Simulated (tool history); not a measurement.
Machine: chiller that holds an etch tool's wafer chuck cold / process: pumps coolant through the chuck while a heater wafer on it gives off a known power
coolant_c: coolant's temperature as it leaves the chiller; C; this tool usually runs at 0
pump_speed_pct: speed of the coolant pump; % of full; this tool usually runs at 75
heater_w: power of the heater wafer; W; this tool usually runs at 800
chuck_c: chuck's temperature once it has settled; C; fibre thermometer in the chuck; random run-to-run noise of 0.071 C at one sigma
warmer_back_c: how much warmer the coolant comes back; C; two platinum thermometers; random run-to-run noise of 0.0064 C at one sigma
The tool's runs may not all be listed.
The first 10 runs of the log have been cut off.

| run | hour | coolant_c | pump_speed_pct | heater_w | hours since the coolant was changed and the channels were flushed | hours since the pump was overhauled | hours since the chiller's thermometer was calibrated | chuck_c | warmer_back_c |
|---|---|---|---|---|---|---|---|---|---|
| 11 | 253.6 | 0 | 75 | 974 | 1064 | 1064 | 271 | 5.86 | 2.334 |
| 12 | 275.9 | 3 | 75 | 800 | 1086 | 1086 | 294 | 7.84 | 1.933 |
| 13 | 307.8 | 3 | 75 | 800 | 1118 | 1118 | 325 | 7.77 | 1.935 |
| 14 | 336.3 | 0 | 75 | 800 | 1146 | 1146 | 354 | 4.61 | 1.931 |
| 15 | 354 | 0 | 75 | 800 | 1164 | 1164 | 372 | 4.79 | 1.918 |
| 16 | 387.7 | 0 | 75 | 800 | 1198 | 1198 | 405 | 4.72 | 1.921 |
| 17 | 405.1 | 0 | 75 | 800 | 1215 | 1215 | 423 | 4.7 | 1.917 |
| 18 | 433.4 | 0 | 75 | 800 | 1243 | 1243 | 451 | 4.91 | 1.929 |
| 19 | 457.5 | 0 | 88 | 800 | 1267 | 1267 | 475 | 4.13 | 1.636 |
| 20 | 491.5 | 0 | 88 | 849 | 1301 | 1301 | 509 | 4.56 | 1.757 |
| 21 | 521.1 | 0 | 88 | 849 | 1331 | 1331 | 539 | 4.64 | 1.77 |
| 22 | 538.5 | 9 | 62 | 1136 | 1348 | 1348 | 556 | 16.67 | 3.28 |
| 23 | 559.1 | -6 | 75 | 794 | 1369 | 1369 | 577 | -1.38 | 1.902 |
| 24 | 575.8 | 8 | 81 | 862 | 1386 | 1386 | 593 | 12.77 | 1.926 |
| 25 | 612.5 | -10 | 91 | 525 | 1422 | 1422 | 630 | -7.37 | 1.054 |
| 26 | 631.4 | 3 | 69 | 664 | 1441 | 1441 | 649 | 6.95 | 1.732 |
| 27 | 654 | 3 | 69 | 664 | 1464 | 1464 | 672 | 7.12 | 1.733 |
| 28 | 687.5 | 3 | 69 | 664 | 1497 | 1497 | 705 | 6.96 | 1.715 |
| 29 | 703.7 | 2 | 82 | 1016 | 1514 | 1514 | 721 | 7.55 | 2.239 |
| 30 | 731.6 | -5 | 62 | 430 | 1541 | 1541 | 749 | -2.36 | 1.241 |
| 31 | 767 | 0 | 75 | 501 | 1577 | 1577 | 785 | 2.77 | 1.189 |
| 32 | 800.8 | 10 | 68 | 487 | 1611 | 1611 | 818 | 12.67 | 1.293 |

Branching from run 32: 3 alternative next runs. What would each branch give?
| A | 825.2 | 3 | 75 | 446 | 1635 | 1635 | 843 | ? | ? |
| B | 825.2 | 9 | 75 | 488 | 1635 | 1635 | 843 | ? | ? |
| C | 825.2 | -1 | 72 | 479 | 1635 | 1635 | 843 | ? | ? |

| run | chuck_c | warmer_back_c |
|---|---|---|
| A | 5.26 | 1.07 |
| B | 11.55 | 1.172 |
| C | 1.55 | 1.191 |
Without the tool's unlogged condition, the same runs would have read:
| run | chuck_c | warmer_back_c |
|---|---|---|
| A | 5.6 | 1.07 |
| B | 11.88 | 1.172 |
| C | 1.88 | 1.191 |
